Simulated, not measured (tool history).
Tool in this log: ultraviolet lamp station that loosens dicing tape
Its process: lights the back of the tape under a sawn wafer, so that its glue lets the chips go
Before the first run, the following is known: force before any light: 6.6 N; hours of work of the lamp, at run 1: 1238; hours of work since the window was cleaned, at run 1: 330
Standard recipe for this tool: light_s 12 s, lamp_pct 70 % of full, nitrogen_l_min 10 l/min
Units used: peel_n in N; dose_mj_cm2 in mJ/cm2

run    hour  light_s  lamp_pct  nitrogen_l_min  hours of work of the lamp  hours of work since the window was cleaned  peel_n  dose_mj_cm2
  1       0       12        70              10                       1238                                         330   1.544          147
  2      43       12        70              10                       1267                                         359   1.513          144
  3    80.5       12        70              10                       1293                                         385   1.641          142
  4   122.1       12        70              10                       1321                                         413   1.622          139
  5   153.2       12        70              10                       1342                                         434   1.689          139
  6   208.1       12        84              10                       1379                                         471    1.29          166
  7   246.6       12        84              10                       1406                                         497   1.357          164
  8   288.5       15        70              10                       1434                                         526   1.216          166
      304.1  -- window cleaned of glue's vapour
  9   347.9       15        70              10                       1474                                          30   1.382          160
 10   379.7       14        70              10                       1496                                          51   1.516          144
 11     421        9        70              10                       1524                                          79   2.624           93
 12     446       12        70              10                       1541                                          96   1.954          126
 13   488.6       12        70              10                       1570                                         125   1.996          122
      538.7  -- window cleaned of glue's vapour, once more
 14   539.8       12        70              10                       1604                                           1   1.627          143
 15   587.3        7        97              14                       1636                                          33   1.952          116
 16   635.2       19        70               5                       1669                                          66   1.108          221
 17   693.2        7        92              11                       1708                                         105   2.278          105
 18   719.5       12        75               4                       1726                                         123   2.175          147
 19     755       12        75               4                       1750                                         147   2.129          141
 20   780.6        8        75               5                       1768                                         164   2.975           97
 21   811.6       23        70               4                       1789                                         185   0.972          255
 22   855.4       23        70               4                       1819                                         215   0.925          248
 23   882.2       12        95              12                       1837                                         233   1.128          178
      888.4  -- lamp changed
 24   921.7        9        69              10                         23                                         260   1.666          137
 25   955.4        9        69              10                         46                                         283   1.691          138
 26  1009.3       12        60               5                         82                                         319   1.839          157
 27  1058.4       12        60               5                        116                                         353   1.786          155
 28  1091.3       23        96              14                        138                                         375   0.138          470

Predict each of these 3 candidate next runs independently; none follows another, all start after run 28:
  A  1116.5       19        70              18                        155                                         392       ?            ?
  B  1116.5       22        61               4                        155                                         392       ?            ?
  C  1116.5        9        60               3                        155                                         392       ?            ?

run  peel_n  dose_mj_cm2
  A   0.367          283
  B   0.746          288
  C   2.748          114
Take away the tool's hidden state, keep each run's random variation, and the runs would have read:
run  peel_n  dose_mj_cm2
  A   0.277          320
  B   0.577          326
  C   2.467          129

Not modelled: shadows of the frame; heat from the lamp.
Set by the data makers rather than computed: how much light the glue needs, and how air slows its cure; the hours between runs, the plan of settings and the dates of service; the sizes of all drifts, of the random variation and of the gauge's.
